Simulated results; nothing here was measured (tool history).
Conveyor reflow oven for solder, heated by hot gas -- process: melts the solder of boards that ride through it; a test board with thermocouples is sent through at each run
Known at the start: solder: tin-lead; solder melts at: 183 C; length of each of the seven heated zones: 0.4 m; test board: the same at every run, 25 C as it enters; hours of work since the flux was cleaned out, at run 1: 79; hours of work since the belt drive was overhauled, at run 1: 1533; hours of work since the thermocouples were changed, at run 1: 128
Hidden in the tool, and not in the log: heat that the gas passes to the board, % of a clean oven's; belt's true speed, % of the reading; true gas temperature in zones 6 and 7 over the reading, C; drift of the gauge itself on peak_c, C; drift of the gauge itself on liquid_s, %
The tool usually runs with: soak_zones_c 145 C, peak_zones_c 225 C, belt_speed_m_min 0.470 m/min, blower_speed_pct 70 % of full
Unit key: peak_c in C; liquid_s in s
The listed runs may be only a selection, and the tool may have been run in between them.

| run | hour | soak_zones_c | peak_zones_c | belt_speed_m_min | blower_speed_pct | hours of work since the flux was cleaned out | hours of work since the belt drive was overhauled | hours of work since the thermocouples were changed | peak_c | liquid_s |
|---|---|---|---|---|---|---|---|---|---|---|
| 1 | 0.0 | 145 | 225 | 0.470 | 70 | 79 | 1533 | 128 | 212.0 | 75.6 |
| 2 | 75.6 | 145 | 225 | 0.470 | 70 | 136 | 1590 | 185 | 212.4 | 75.4 |
|  | 108.6 | belt drive overhauled, speed set with a stopwatch |
| 3 | 116.8 | 145 | 225 | 0.470 | 70 | 164 | 6 | 212 | 212.1 | 75.2 |
|  | 166.6 | flux residue cleaned out of gas plates and filters |
| 4 | 201.6 | 145 | 225 | 0.473 | 70 | 26 | 66 | 272 | 212.0 | 74.8 |
| 5 | 249.6 | 145 | 225 | 0.473 | 70 | 62 | 102 | 308 | 212.2 | 74.3 |
| 6 | 295.3 | 145 | 225 | 0.473 | 70 | 97 | 136 | 343 | 212.2 | 74.6 |
| 7 | 365.7 | 145 | 236 | 0.473 | 70 | 149 | 189 | 395 | 221.9 | 83.9 |
|  | 433.4 | flux residue cleaned out of gas plates and filters |
| 8 | 436.7 | 145 | 236 | 0.473 | 70 | 3 | 239 | 445 | 221.6 | 83.8 |
| 9 | 508.1 | 144 | 236 | 0.473 | 70 | 56 | 292 | 498 | 221.4 | 83.3 |
| 10 | 564.8 | 144 | 236 | 0.473 | 70 | 99 | 335 | 541 | 221.5 | 83.3 |
| 11 | 624.4 | 144 | 231 | 0.473 | 70 | 143 | 379 | 586 | 217.0 | 79.3 |
| 12 | 667.6 | 145 | 225 | 0.470 | 67 | 176 | 412 | 618 | 211.8 | 74.7 |
|  | 701.2 | flux residue cleaned out of gas plates and filters |
| 13 | 748.8 | 145 | 225 | 0.470 | 67 | 36 | 469 | 675 | 211.9 | 74.5 |
| 14 | 789.7 | 145 | 225 | 0.470 | 61 | 66 | 500 | 706 | 211.1 | 73.3 |
| 15 | 845.1 | 145 | 225 | 0.470 | 52 | 108 | 541 | 747 | 209.5 | 70.9 |

What does the tool deliver on the next run?
| 16 | 891.0 | 145 | 225 | 0.470 | 52 | 142 | 576 | 782 | ? | ? |

Run 16 produced peak_c 209.5 C, liquid_s 70.7 s.
Take away the tool's hidden state, keep the run-to-run variation as it was, and the same run would have given peak_c 209.5 C, liquid_s 70.7 s.
